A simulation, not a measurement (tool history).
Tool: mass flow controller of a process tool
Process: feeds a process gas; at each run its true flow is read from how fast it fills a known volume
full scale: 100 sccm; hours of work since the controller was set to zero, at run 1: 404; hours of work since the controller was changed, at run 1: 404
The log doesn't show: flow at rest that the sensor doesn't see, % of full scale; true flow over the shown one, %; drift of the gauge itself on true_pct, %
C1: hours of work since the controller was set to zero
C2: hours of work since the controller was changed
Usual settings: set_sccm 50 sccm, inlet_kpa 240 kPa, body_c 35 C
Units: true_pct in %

Run 1, hour 0: usual settings; C1 404; C2 404. Result: true_pct 98.1 %.
Run 2, hour 34: usual settings; C1 425; C2 425. Result: true_pct 98.04 %.
Run 3, hour 97.8: usual settings but set_sccm 20 sccm; C1 464; C2 464. Result: true_pct 97.66 %.
Run 4, hour 149.5: usual settings; C1 495; C2 495. Result: true_pct 97.93 %.
Run 5, hour 219.5: usual settings; C1 538; C2 538. Result: true_pct 98.07 %.
Run 6, hour 255.4: usual settings; C1 560; C2 560. Result: true_pct 98.05 %.
Run 7, hour 318.5: usual settings but inlet_kpa 141 kPa; C1 599; C2 599. Result: true_pct 98.6 %.
Run 8, hour 387.8: usual settings; C1 641; C2 641. Result: true_pct 98.12 %.
Run 9, hour 431.7: usual settings; C1 668; C2 668. Result: true_pct 97.94 %.
Run 10, hour 508.6: usual settings; C1 715; C2 715. Result: true_pct 98.01 %.
Run 11, hour 564.1: usual settings; C1 749; C2 749. Result: true_pct 98.04 %.
Run 12, hour 634.9: usual settings; C1 792; C2 792. Result: true_pct 98.13 %.
Run 13, hour 707.3: usual settings but set_sccm 12 sccm; C1 837; C2 837. Result: true_pct 98.6 %.
Run 14, hour 751.3: usual settings but set_sccm 12 sccm; C1 864; C2 864. Result: true_pct 98.69 %.
Run 15, hour 815.9: usual settings but set_sccm 12 sccm; C1 903; C2 903. Result: true_pct 98.8 %.
Run 16, hour 883.4: usual settings but set_sccm 12 sccm; C1 944; C2 944. Result: true_pct 98.78 %.
Run 17, hour 923.4: usual settings but set_sccm 79 sccm, inlet_kpa 168 kPa; C1 969; C2 969. Result: true_pct 99.05 %.
Run 18, hour 991.3: usual settings but inlet_kpa 140 kPa; C1 1010; C2 1010. Result: true_pct 98.87 %.
Run 19, hour 1031.4: usual settings but set_sccm 56 sccm, body_c 21 C; C1 1035; C2 1035. Result: true_pct 98.91 %.
Run 20, hour 1101.2: usual settings but set_sccm 20 sccm, body_c 25 C; C1 1078; C2 1078. Result: true_pct 98.71 %.
Run 21, hour 1165.1: usual settings but set_sccm 74 sccm, inlet_kpa 158 kPa, body_c 20 C; C1 1117; C2 1117. Result: true_pct 99.81 %.
Run 22, hour 1211.5: usual settings but set_sccm 74 sccm, inlet_kpa 158 kPa, body_c 20 C; C1 1145; C2 1145. Result: true_pct 99.85 %.
Run 23, hour 1267.3: usual settings but set_sccm 74 sccm, inlet_kpa 158 kPa, body_c 20 C; C1 1179; C2 1179. Result: true_pct 99.77 %.
Run 24, hour 1321.8: usual settings but set_sccm 10 sccm, inlet_kpa 157 kPa, body_c 20 C; C1 1213; C2 1213. Result: true_pct 101.03 %.
Run 25, hour 1362: usual settings but set_sccm 19 sccm, body_c 31 C; C1 1237; C2 1237. Result: true_pct 98.73 %.
Run 26, hour 1432.6: usual settings but set_sccm 80 sccm, inlet_kpa 154 kPa, body_c 20 C; C1 1281; C2 1281. Result: true_pct 99.97 %.
Run 27, hour 1464.5: usual settings but set_sccm 80 sccm, inlet_kpa 154 kPa, body_c 20 C; C1 1300; C2 1300. Result: true_pct 99.88 %.
Run 28, hour 1520.9: usual settings but set_sccm 80 sccm, inlet_kpa 154 kPa, body_c 20 C; C1 1335; C2 1335. Result: true_pct 100.01 %.

5 ways to go on from here, each from the tool as it stands after run 28. What would each give?
Run A, hour 1578.6: usual settings but set_sccm 44 sccm, inlet_kpa 154 kPa, body_c 20 C; C1 1370; C2 1370. Result: true_pct ?.
Run B, hour 1578.6: usual settings but set_sccm 28 sccm, inlet_kpa 160 kPa; C1 1370; C2 1370. Result: true_pct ?.
Run C, hour 1578.6: usual settings but set_sccm 80 sccm, inlet_kpa 154 kPa, body_c 20 C; C1 1370; C2 1370. Result: true_pct ?.
Run D, hour 1578.6: usual settings but set_sccm 71 sccm, inlet_kpa 170 kPa, body_c 32 C; C1 1370; C2 1370. Result: true_pct ?.
Run E, hour 1578.6: usual settings but set_sccm 10 sccm, inlet_kpa 157 kPa, body_c 26 C; C1 1370; C2 1370. Result: true_pct ?.

run  true_pct
  A     99.38
  B     98.82
  C    100.04
  D     99.12
  E    101.14
Without the tool's hidden state the same runs would have given:
run  true_pct
  A     99.04
  B     97.98
  C    100.08
  D      99.1
  E     97.89
